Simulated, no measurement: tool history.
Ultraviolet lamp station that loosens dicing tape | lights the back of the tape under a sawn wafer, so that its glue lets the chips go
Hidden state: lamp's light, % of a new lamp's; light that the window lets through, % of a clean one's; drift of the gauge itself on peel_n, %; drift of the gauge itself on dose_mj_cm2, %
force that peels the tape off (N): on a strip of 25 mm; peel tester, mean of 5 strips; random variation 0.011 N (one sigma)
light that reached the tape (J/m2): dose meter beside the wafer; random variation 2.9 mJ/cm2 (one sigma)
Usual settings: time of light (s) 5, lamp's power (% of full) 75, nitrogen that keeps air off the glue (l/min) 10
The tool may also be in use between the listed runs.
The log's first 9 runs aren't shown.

run	hour	time of light (s)	lamp's power (% of full)	nitrogen that keeps air off the glue (l/min)	hours of work of the lamp	hours of work since the window was cleaned	force that peels the tape off (N)	light that reached the tape (J/m2)
10	75.7	5	75	10	79	420	0.488	4360
11	83.7	5	83	10	84	425	0.425	4760
12	88.3	5	83	10	87	428	0.428	4840
13	97.6	5	66	10	93	434	0.599	3840
14	104.9	10	75	10	98	438	0.251	8640
15	109.5	5	75	10	101	441	0.491	4300
16	118.2	5	75	10	107	447	0.46	4390
17	125.5	5	76	10	111	452	0.47	4420
18	132.1	5	76	10	115	456	0.485	4440
19	140.9	5	76	10	121	462	0.485	4370
20	147.6	5	76	10	125	466	0.479	4400
21	156.2	5	76	10	131	471	0.501	4410
22	166.8	5	76	10	138	478	0.478	4410
23	174.4	4	85	10	143	483	0.584	3910
24	185	4	85	10	149	490	0.572	3950
25	195.8	4	85	10	156	497	0.559	3940
26	201.3	4	71	9	160	500	0.729	3250
27	211.7	4	71	9	167	507	0.708	3270
28	217.9	4	71	9	171	511	0.714	3300
29	224.2	9	68	10	175	515	0.286	7020
30	231.7	5	75	16	180	520	0.457	4350

Run 31 comes next. What will it give?
31	241.7	5	64	19	186	526	?	?

Run 31 gave force that peels the tape off (N) 0.525, light that reached the tape (J/m2) 3690.
Without the tool's hidden state the same run would have given force that peels the tape off (N) 0.525, light that reached the tape (J/m2) 3690.
